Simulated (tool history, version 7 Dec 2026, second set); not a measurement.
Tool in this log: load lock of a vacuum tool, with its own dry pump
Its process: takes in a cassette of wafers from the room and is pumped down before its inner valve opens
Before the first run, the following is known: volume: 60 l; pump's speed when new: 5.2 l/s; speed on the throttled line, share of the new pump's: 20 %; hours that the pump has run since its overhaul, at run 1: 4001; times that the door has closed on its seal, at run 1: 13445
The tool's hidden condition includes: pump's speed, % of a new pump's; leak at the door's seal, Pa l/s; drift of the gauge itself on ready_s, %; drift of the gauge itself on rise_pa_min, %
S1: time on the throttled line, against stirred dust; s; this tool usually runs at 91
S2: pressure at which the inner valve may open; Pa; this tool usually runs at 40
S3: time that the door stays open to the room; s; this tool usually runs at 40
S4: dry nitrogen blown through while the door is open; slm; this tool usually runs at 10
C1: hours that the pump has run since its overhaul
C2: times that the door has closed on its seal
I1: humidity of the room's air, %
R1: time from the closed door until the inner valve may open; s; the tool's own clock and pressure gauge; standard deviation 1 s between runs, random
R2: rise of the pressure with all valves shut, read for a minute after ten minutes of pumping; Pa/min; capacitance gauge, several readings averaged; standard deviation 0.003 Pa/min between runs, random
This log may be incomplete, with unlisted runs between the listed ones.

Run 1, hour 0.0: usual settings; C1 4001; C2 13445; I1 47.5. Result: R1 166.5 s, R2 0.288 Pa/min.
Run 2, hour 81.0: usual settings; C1 4082; C2 13577; I1 42.4. Result: R1 166.4 s, R2 0.291 Pa/min.
Run 3, hour 232.4: usual settings; C1 4233; C2 13822; I1 44.2. Result: R1 168.1 s, R2 0.301 Pa/min.
Run 4, hour 327.1: usual settings; C1 4328; C2 13976; I1 45.1. Result: R1 166.7 s, R2 0.293 Pa/min.
Run 5, hour 429.4: usual settings but S2 67 Pa; C1 4430; C2 14142; I1 41.2. Result: R1 158.5 s, R2 0.303 Pa/min.
Run 6, hour 557.6: usual settings; C1 4558; C2 14350; I1 47.3. Result: R1 165.6 s, R2 0.311 Pa/min.
Run 7, hour 699.7: usual settings; C1 4700; C2 14581; I1 43.3. Result: R1 167.0 s, R2 0.317 Pa/min.
Run 8, hour 812.8: usual settings; C1 4814; C2 14764; I1 45.0. Result: R1 165.6 s, R2 0.327 Pa/min.
Run 9, hour 935.8: usual settings; C1 4937; C2 14964; I1 41.7. Result: R1 166.2 s, R2 0.334 Pa/min.
Run 10, hour 1063.2: usual settings but S2 77 Pa; C1 5064; C2 15170; I1 44.3. Result: R1 158.8 s, R2 0.339 Pa/min.
Run 11, hour 1197.8: usual settings; C1 5199; C2 15389; I1 42.7. Result: R1 167.4 s, R2 0.346 Pa/min.
Run 12, hour 1355.2: usual settings but S1 157 s; C1 5356; C2 15644; I1 44.4. Result: R1 220.3 s, R2 0.356 Pa/min.
Run 13, hour 1489.8: usual settings but S1 157 s; C1 5491; C2 15863; I1 47.8. Result: R1 220.0 s, R2 0.363 Pa/min.
Run 14, hour 1583.8: usual settings; C1 5584; C2 16015; I1 45.9. Result: R1 168.5 s, R2 0.357 Pa/min.
Run 15, hour 1647.8: usual settings but S2 33 Pa, S4 13 slm; C1 5649; C2 16119; I1 44.7. Result: R1 168.2 s, R2 0.359 Pa/min.
Run 16, hour 1737.2: usual settings but S2 33 Pa, S3 190 s, S4 27 slm; C1 5738; C2 16264; I1 44.0. Result: R1 169.4 s, R2 0.374 Pa/min.
Run 17, hour 1838.5: usual settings but S1 51 s, S2 30 Pa, S3 190 s, S4 39 slm; C1 5839; C2 16428; I1 45.9. Result: R1 138.3 s, R2 0.372 Pa/min.
Run 18, hour 1978.5: usual settings but S1 51 s, S2 76 Pa, S3 112 s, S4 33 slm; C1 5979; C2 16656; I1 48.4. Result: R1 127.9 s, R2 0.376 Pa/min.
Run 19, hour 2091.3: usual settings but S1 119 s, S2 48 Pa; C1 6092; C2 16838; I1 43.1. Result: R1 186.9 s, R2 0.375 Pa/min.
Run 20, hour 2170.0: usual settings but S1 119 s, S2 48 Pa, S3 165 s; C1 6171; C2 16966; I1 44.1. Result: R1 189.3 s, R2 0.424 Pa/min.
Run 21, hour 2274.7: usual settings but S2 39 Pa; C1 6275; C2 17136; I1 43.6. Result: R1 167.5 s, R2 0.404 Pa/min.
Run 22, hour 2431.4: usual settings but S2 39 Pa; C1 6432; C2 17390; I1 41.9. Result: R1 168.6 s, R2 0.409 Pa/min.
Run 23, hour 2576.2: usual settings but S1 172 s, S2 41 Pa, S3 56 s, S4 28 slm; C1 6577; C2 17625; I1 43.1. Result: R1 232.1 s, R2 0.396 Pa/min.
Run 24, hour 2731.4: usual settings but S1 172 s, S2 41 Pa, S3 56 s, S4 28 slm; C1 6732; C2 17877; I1 47.3. Result: R1 230.7 s, R2 0.416 Pa/min.
Run 25, hour 2797.1: usual settings but S1 53 s, S2 76 Pa, S3 132 s, S4 27 slm; C1 6798; C2 17984; I1 46.8. Result: R1 130.9 s, R2 0.423 Pa/min.
Run 26, hour 2878.2: usual settings but S2 79 Pa, S4 43 slm; C1 6879; C2 18115; I1 45.2. Result: R1 160.6 s, R2 0.419 Pa/min.
Run 27, hour 2971.5: usual settings but S2 79 Pa, S4 43 slm; C1 6972; C2 18267; I1 43.6. Result: R1 160.2 s, R2 0.423 Pa/min.

3 options for the next run, each taken on its own from the tool as it stands now. Forecast them:
Run A, hour 3040.5: usual settings but S1 161 s, S2 79 Pa, S4 29 slm; C1 7041; C2 18379; I1 41.3. Result: R1 ?, R2 ?.
Run B, hour 3040.5: usual settings but S2 71 Pa, S4 42 slm; C1 7041; C2 18379; I1 43.5. Result: R1 ?, R2 ?.
Run C, hour 3040.5: usual settings but S1 133 s, S3 117 s, S4 31 slm; C1 7041; C2 18379; I1 42.7. Result: R1 ?, R2 ?.

run     R1     R2
  A  215.4  0.419
  B  160.2  0.428
  C  202.7  0.435
What these runs would have given with no unlogged condition in the tool:
run     R1     R2
  A  212.5  0.021
  B  156.5  0.025
  C  199.0  0.039
